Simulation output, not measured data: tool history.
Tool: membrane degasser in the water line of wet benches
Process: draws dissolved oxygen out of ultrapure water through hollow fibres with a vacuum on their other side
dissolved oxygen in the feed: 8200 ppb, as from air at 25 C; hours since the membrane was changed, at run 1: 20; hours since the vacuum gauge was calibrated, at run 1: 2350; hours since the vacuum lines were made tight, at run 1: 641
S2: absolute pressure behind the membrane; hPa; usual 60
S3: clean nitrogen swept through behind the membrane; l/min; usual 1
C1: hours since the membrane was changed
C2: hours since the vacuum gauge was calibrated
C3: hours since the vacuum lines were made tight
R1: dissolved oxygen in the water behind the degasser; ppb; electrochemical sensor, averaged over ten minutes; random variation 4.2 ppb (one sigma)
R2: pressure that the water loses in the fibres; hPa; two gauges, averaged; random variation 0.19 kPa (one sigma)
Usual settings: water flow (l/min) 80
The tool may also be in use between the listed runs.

{"run": 1, "day": 0.0, "water flow (l/min)": 80, "S2": 60, "S3": 1, "C1": 20, "C2": 2350, "C3": 641, "R1": 421.5, "R2": 403.8}
{"run": 2, "day": 3.792, "water flow (l/min)": 80, "S2": 60, "S3": 1, "C1": 111, "C2": 2441, "C3": 732, "R1": 424.9, "R2": 408.4}
{"run": 3, "day": 7.862, "water flow (l/min)": 55, "S2": 60, "S3": 1, "C1": 209, "C2": 2539, "C3": 830, "R1": 293, "R2": 282}
{"run": 4, "day": 11.325, "water flow (l/min)": 55, "S2": 60, "S3": 0.43, "C1": 292, "C2": 2622, "C3": 913, "R1": 490.5, "R2": 277.9}
{"run": 5, "day": 14.246, "water flow (l/min)": 80, "S2": 60, "S3": 1, "C1": 362, "C2": 2692, "C3": 983, "R1": 418.2, "R2": 407}
{"run": 6, "day": 16.975, "water flow (l/min)": 117, "S2": 60, "S3": 1, "C1": 427, "C2": 2758, "C3": 1049, "R1": 682.1, "R2": 588.8}
{"run": 7, "day": 19.283, "water flow (l/min)": 117, "S2": 60, "S3": 1, "C1": 483, "C2": 2813, "C3": 1104, "R1": 675.5, "R2": 590.5}
{"run": 8, "day": 24.058, "water flow (l/min)": 80, "S2": 60, "S3": 1, "C1": 597, "C2": 2928, "C3": 1219, "R1": 416.9, "R2": 409.2}
{"run": 9, "day": 28.142, "water flow (l/min)": 80, "S2": 60, "S3": 1, "C1": 695, "C2": 3026, "C3": 1317, "R1": 429.4, "R2": 407}
{"run": 10, "day": 31.808, "water flow (l/min)": 80, "S2": 60, "S3": 2.27, "C1": 783, "C2": 3114, "C3": 1405, "R1": 263, "R2": 406}
{"run": 11, "day": 33.883, "water flow (l/min)": 80, "S2": 60, "S3": 2.27, "C1": 833, "C2": 3163, "C3": 1455, "R1": 265.6, "R2": 405.5}
{"run": 12, "day": 36.979, "water flow (l/min)": 80, "S2": 60, "S3": 2.52, "C1": 907, "C2": 3238, "C3": 1529, "R1": 246, "R2": 409.3}
{"day": 37.771, "done": "vacuum gauge calibrated"}
{"run": 13, "day": 41.321, "water flow (l/min)": 80, "S2": 60, "S3": 1, "C1": 1011, "C2": 85, "C3": 1633, "R1": 417.7, "R2": 401.5}
{"run": 14, "day": 46.088, "water flow (l/min)": 80, "S2": 135.8, "S3": 1, "C1": 1126, "C2": 200, "C3": 1747, "R1": 1273.2, "R2": 404.6}
{"run": 15, "day": 48.083, "water flow (l/min)": 80, "S2": 135.8, "S3": 1, "C1": 1173, "C2": 247, "C3": 1795, "R1": 1275.9, "R2": 405.8}
{"run": 16, "day": 50.896, "water flow (l/min)": 77, "S2": 135.8, "S3": 1, "C1": 1241, "C2": 315, "C3": 1862, "R1": 1253.7, "R2": 391}
{"run": 17, "day": 55.533, "water flow (l/min)": 77, "S2": 135.8, "S3": 1, "C1": 1352, "C2": 426, "C3": 1974, "R1": 1234, "R2": 390.3}
{"run": 18, "day": 57.588, "water flow (l/min)": 55, "S2": 97.7, "S3": 1.18, "C1": 1402, "C2": 476, "C3": 2023, "R1": 569.3, "R2": 281.8}
{"run": 19, "day": 59.7, "water flow (l/min)": 67, "S2": 46.1, "S3": 1, "C1": 1452, "C2": 526, "C3": 2074, "R1": 193.9, "R2": 339.7}
{"run": 20, "day": 63.821, "water flow (l/min)": 67, "S2": 46.1, "S3": 1, "C1": 1551, "C2": 625, "C3": 2173, "R1": 196.6, "R2": 339.6}
{"run": 21, "day": 68.262, "water flow (l/min)": 59, "S2": 85.7, "S3": 0.65, "C1": 1658, "C2": 732, "C3": 2279, "R1": 750.1, "R2": 303.3}
{"run": 22, "day": 72.912, "water flow (l/min)": 59, "S2": 85.7, "S3": 0.65, "C1": 1769, "C2": 843, "C3": 2391, "R1": 729.5, "R2": 296}
{"run": 23, "day": 77.638, "water flow (l/min)": 82, "S2": 60, "S3": 1.88, "C1": 1883, "C2": 957, "C3": 2504, "R1": 300.1, "R2": 414.7}
{"run": 24, "day": 81.629, "water flow (l/min)": 82, "S2": 60, "S3": 1.88, "C1": 1979, "C2": 1053, "C3": 2600, "R1": 304.5, "R2": 411.6}
{"run": 25, "day": 84.908, "water flow (l/min)": 87, "S2": 60, "S3": 0.51, "C1": 2057, "C2": 1131, "C3": 2679, "R1": 639.3, "R2": 443.2}
{"run": 26, "day": 89.433, "water flow (l/min)": 57, "S2": 44.2, "S3": 1.19, "C1": 2166, "C2": 1240, "C3": 2787, "R1": 125.9, "R2": 287}
{"run": 27, "day": 91.579, "water flow (l/min)": 57, "S2": 41.3, "S3": 1.94, "C1": 2217, "C2": 1291, "C3": 2839, "R1": 71.9, "R2": 291.3}
{"run": 28, "day": 95.592, "water flow (l/min)": 57, "S2": 41.3, "S3": 1.94, "C1": 2314, "C2": 1388, "C3": 2935, "R1": 71.7, "R2": 289.7}
{"run": 29, "day": 98.225, "water flow (l/min)": 80, "S2": 60, "S3": 0.64, "C1": 2377, "C2": 1451, "C3": 2998, "R1": 531.6, "R2": 404}
{"run": 30, "day": 101.904, "water flow (l/min)": 80, "S2": 105.1, "S3": 0.84, "C1": 2465, "C2": 1539, "C3": 3087, "R1": 1062.4, "R2": 405.6}
{"run": 31, "day": 105.038, "water flow (l/min)": 105, "S2": 93.3, "S3": 1.06, "C1": 2540, "C2": 1614, "C3": 3162, "R1": 1034.8, "R2": 529.5}
{"run": 32, "day": 107.288, "water flow (l/min)": 58, "S2": 60, "S3": 1, "C1": 2594, "C2": 1668, "C3": 3216, "R1": 304.6, "R2": 293.1}

Hidden state at the last listed run before each entry between runs and at the first one after, where it differs:
Between runs 12 and 13: vacuum gauge calibrated (day 37.771)
  no hidden state differs between the two runs
